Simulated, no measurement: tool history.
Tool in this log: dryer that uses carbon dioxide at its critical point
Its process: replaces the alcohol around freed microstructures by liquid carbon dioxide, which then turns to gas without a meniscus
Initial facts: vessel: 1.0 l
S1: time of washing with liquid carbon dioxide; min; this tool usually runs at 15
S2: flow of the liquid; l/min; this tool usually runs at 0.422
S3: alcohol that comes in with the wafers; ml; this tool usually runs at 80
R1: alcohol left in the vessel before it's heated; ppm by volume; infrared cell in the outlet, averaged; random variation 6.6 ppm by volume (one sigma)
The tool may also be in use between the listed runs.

{"run": 1, "hour": 0.0, "S1": 15, "S2": 0.422, "S3": 80, "R1": 558}
{"run": 2, "hour": 9.7, "S1": 15, "S2": 0.422, "S3": 80, "R1": 570}
{"run": 3, "hour": 21.7, "S1": 15, "S2": 0.422, "S3": 80, "R1": 556}
{"run": 4, "hour": 35.0, "S1": 23, "S2": 0.422, "S3": 80, "R1": 91}
{"run": 5, "hour": 43.6, "S1": 15, "S2": 0.422, "S3": 118, "R1": 834}
{"run": 6, "hour": 53.3, "S1": 15, "S2": 0.422, "S3": 118, "R1": 834}
{"run": 7, "hour": 68.7, "S1": 15, "S2": 0.422, "S3": 118, "R1": 868}
{"run": 8, "hour": 82.2, "S1": 15, "S2": 0.422, "S3": 118, "R1": 865}
{"run": 9, "hour": 97.0, "S1": 15, "S2": 0.422, "S3": 66, "R1": 510}
{"run": 10, "hour": 115.9, "S1": 15, "S2": 0.422, "S3": 66, "R1": 540}
{"run": 11, "hour": 134.5, "S1": 15, "S2": 0.422, "S3": 66, "R1": 531}
{"run": 12, "hour": 151.6, "S1": 10, "S2": 0.422, "S3": 80, "R1": 3049}
{"run": 13, "hour": 166.5, "S1": 15, "S2": 0.422, "S3": 80, "R1": 660}
{"run": 14, "hour": 183.9, "S1": 15, "S2": 0.422, "S3": 80, "R1": 665}
{"run": 15, "hour": 199.6, "S1": 15, "S2": 0.422, "S3": 80, "R1": 689}
{"hour": 205.9, "done": "inlet filter changed"}
{"run": 16, "hour": 208.7, "S1": 15, "S2": 0.422, "S3": 80, "R1": 382}
{"run": 17, "hour": 219.3, "S1": 15, "S2": 0.284, "S3": 80, "R1": 1867}
{"run": 18, "hour": 236.8, "S1": 16, "S2": 0.338, "S3": 22, "R1": 268}
{"run": 19, "hour": 250.6, "S1": 16, "S2": 0.384, "S3": 54, "R1": 331}
{"run": 20, "hour": 261.9, "S1": 16, "S2": 0.384, "S3": 54, "R1": 332}
{"run": 21, "hour": 273.7, "S1": 9, "S2": 0.305, "S3": 32, "R1": 2990}
{"run": 22, "hour": 282.0, "S1": 11, "S2": 0.422, "S3": 93, "R1": 1680}
{"run": 23, "hour": 292.3, "S1": 15, "S2": 0.277, "S3": 54, "R1": 1514}
{"run": 24, "hour": 306.0, "S1": 15, "S2": 0.277, "S3": 54, "R1": 1482}
{"run": 25, "hour": 314.8, "S1": 21, "S2": 0.492, "S3": 54, "R1": 102}
{"run": 26, "hour": 324.7, "S1": 15, "S2": 0.422, "S3": 39, "R1": 256}
{"run": 27, "hour": 341.0, "S1": 15, "S2": 0.422, "S3": 39, "R1": 248}
{"run": 28, "hour": 356.6, "S1": 15, "S2": 0.363, "S3": 116, "R1": 1110}
{"run": 29, "hour": 366.8, "S1": 13, "S2": 0.422, "S3": 69, "R1": 696}
{"run": 30, "hour": 374.6, "S1": 13, "S2": 0.422, "S3": 69, "R1": 706}
{"run": 31, "hour": 382.4, "S1": 13, "S2": 0.422, "S3": 69, "R1": 714}
{"run": 32, "hour": 390.2, "S1": 9, "S2": 0.285, "S3": 95, "R1": 10444}
{"run": 33, "hour": 408.9, "S1": 15, "S2": 0.422, "S3": 65, "R1": 396}

Alternative continuations, all from the tool just after run 33; predict every row:
{"run": "A", "hour": 416.8, "S1": 22, "S2": 0.551, "S3": 80, "R1": "?"}
{"run": "B", "hour": 416.8, "S1": 10, "S2": 0.59, "S3": 87, "R1": "?"}
{"run": "C", "hour": 416.8, "S1": 17, "S2": 0.453, "S3": 45, "R1": "?"}
{"run": "D", "hour": 416.8, "S1": 16, "S2": 0.547, "S3": 76, "R1": "?"}
{"run": "E", "hour": 416.8, "S1": 15, "S2": 0.636, "S3": 65, "R1": "?"}

run=A R1=112
run=B R1=664
run=C R1=157
run=D R1=153
run=E R1=128
Take away the tool's hidden state, keep each run's random variation, and the runs would have read:
run=A R1=11
run=B R1=473
run=C R1=45
run=D R1=46
run=E R1=25

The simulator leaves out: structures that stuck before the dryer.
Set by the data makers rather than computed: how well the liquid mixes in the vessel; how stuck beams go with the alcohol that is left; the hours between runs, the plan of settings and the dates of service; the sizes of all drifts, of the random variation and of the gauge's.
